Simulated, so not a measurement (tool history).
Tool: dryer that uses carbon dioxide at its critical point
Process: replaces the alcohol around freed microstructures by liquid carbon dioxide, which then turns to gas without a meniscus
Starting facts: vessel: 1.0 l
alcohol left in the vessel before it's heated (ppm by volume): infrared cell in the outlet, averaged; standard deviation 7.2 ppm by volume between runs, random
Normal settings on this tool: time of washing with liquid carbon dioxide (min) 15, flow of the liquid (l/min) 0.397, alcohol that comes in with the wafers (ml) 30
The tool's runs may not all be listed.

run,hour,time of washing with liquid carbon dioxide (min),flow of the liquid (l/min),alcohol that comes in with the wafers (ml),alcohol left in the vessel before it's heated (ppm by volume)
1,0,15,0.397,30,626
2,7.6,15,0.397,30,639
3,14.5,15,0.397,30,630
4,19.7,15,0.397,30,644
5,23.6,15,0.397,40,866
6,32.6,15,0.397,40,856
7,38,15,0.397,40,883
8,42.7,15,0.397,30,685
9,46.7,12,0.397,30,1413
10,50.7,12,0.397,30,1473
11,58.2,15,0.397,67,1453
# hour 59.8: inlet filter changed
12,63,15,0.397,30,347
13,68.4,15,0.397,30,355
14,72.9,15,0.397,30,364
15,79.8,15,0.397,30,379
16,88.4,15,0.397,30,368
17,97.2,15,0.397,30,361
18,102.8,15,0.397,30,374
19,108.4,15,0.397,30,380
20,115.2,15,0.397,30,379
21,122.2,15,0.397,30,393
22,128.9,15,0.397,48,630
23,135.1,15,0.397,46,582
24,141.3,15,0.397,46,600
25,146.4,15,0.397,46,588
26,153.7,22,0.483,41,37
27,160.8,15,0.397,46,602
28,168,17,0.603,46,42
29,173.3,20,0.626,69,31
30,177,20,0.626,69,44
31,184.2,18,0.397,29,180
32,191.2,19,0.272,29,669
33,199.1,19,0.272,117,2600
34,204.7,17,0.363,99,1142
35,209.5,11,0.503,34,685
36,215,19,0.35,49,419
37,221.4,17,0.357,90,1107
38,230.2,17,0.525,109,223
39,239.1,15,0.445,30,289
40,246.5,13,0.361,51,1800
41,253.4,13,0.361,51,1799
42,260.6,13,0.666,30,94
43,265.3,13,0.426,22,472
44,273.7,15,0.243,30,2120
45,279.2,15,0.243,30,2159
46,283.9,12,0.397,65,2277

Branching from run 46: 5 alternative next runs. What would each branch give?
A,288.7,11,0.666,26,?
B,288.7,13,0.461,110,?
C,288.7,22,0.397,29,?
D,288.7,15,0.485,30,?
E,288.7,20,0.331,65,?

run,alcohol left in the vessel before it's heated (ppm by volume)
A,201
B,1667
C,88
D,219
E,608
With no hidden state in the tool, these same runs would have given:
run,alcohol left in the vessel before it's heated (ppm by volume)
A,127
B,1251
C,41
D,138
E,427
